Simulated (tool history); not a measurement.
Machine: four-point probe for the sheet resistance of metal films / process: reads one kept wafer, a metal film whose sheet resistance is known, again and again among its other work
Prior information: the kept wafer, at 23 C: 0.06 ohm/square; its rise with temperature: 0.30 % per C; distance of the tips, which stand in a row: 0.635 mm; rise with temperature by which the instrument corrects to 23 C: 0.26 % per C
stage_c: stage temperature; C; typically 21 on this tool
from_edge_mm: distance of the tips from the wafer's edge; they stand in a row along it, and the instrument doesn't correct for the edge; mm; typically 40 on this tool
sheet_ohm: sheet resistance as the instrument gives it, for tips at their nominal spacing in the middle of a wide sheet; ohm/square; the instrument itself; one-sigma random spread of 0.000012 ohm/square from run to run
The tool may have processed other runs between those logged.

run     day  stage_c  from_edge_mm  sheet_ohm
  1       0       21            40    0.05989
  2   1.046       21            40   0.059901
  3   1.896       21            40   0.059891
  4   3.054       21            40   0.059887
  5    3.55       21             4   0.060721
  6   4.388       21            40   0.059903
  7       5       21            40   0.059898
  8   5.471       21            40   0.059915
  9   6.233       21            40   0.059891
 10   7.283       21            40   0.059902
 11   8.183       21            40   0.059895
 12   9.308       21            36   0.059933
 13  10.167       21            36   0.059908
 14  10.821       33            40   0.060257
 15  11.508       33            40   0.060235
 16  12.671       33            40   0.060237
 17  13.683       33            40    0.06024
 18  14.446       33            40   0.060219
 19  15.262       21            27   0.059917
 20  16.196       21            27   0.059933
 21  16.854       30            40   0.060134
 22  17.421       30            40   0.060166
 23    18.1       30            40   0.060138
 24  18.646       22             8   0.060115
 25  19.729       31            14   0.060229
 26  20.246       27            41   0.060074
 27  20.825       30            30   0.060142
 28  21.712       24            11   0.060109
 29  22.783       24            11   0.060082
 30  23.462       24            11   0.060097
 31  24.254       19            16   0.059873
 32  24.908       27            40   0.060063
 33  26.033       27            40   0.060062
 34  26.888       27            40    0.06008
 35    27.6       34            34   0.060269
 36  28.717       28            41    0.06008
 37  29.746       22            22   0.059948
 38  30.654       26             4   0.060849
 39  31.458       32            11   0.060313
 40  32.179       32            11   0.060292
 41  33.171       29            11   0.060235
 42  33.867       29            11   0.060225
 43   34.65       29            11   0.060233
 44  35.279       29            11   0.060246

Consider 4 possible next runs. They are alternatives, not a sequence: every one starts from the tool as it was left by run 44. What does each give?
  A  36.262       19            23          ?
  B  36.262       21            11          ?
  C  36.262       19            42          ?
  D  36.262       23            27          ?

run  sheet_ohm
  A   0.059849
  B   0.059996
  C   0.059845
  D   0.059978
What these runs would have given with no unlogged condition in the tool:
run  sheet_ohm
  A   0.059898
  B   0.060046
  C   0.059895
  D   0.060028

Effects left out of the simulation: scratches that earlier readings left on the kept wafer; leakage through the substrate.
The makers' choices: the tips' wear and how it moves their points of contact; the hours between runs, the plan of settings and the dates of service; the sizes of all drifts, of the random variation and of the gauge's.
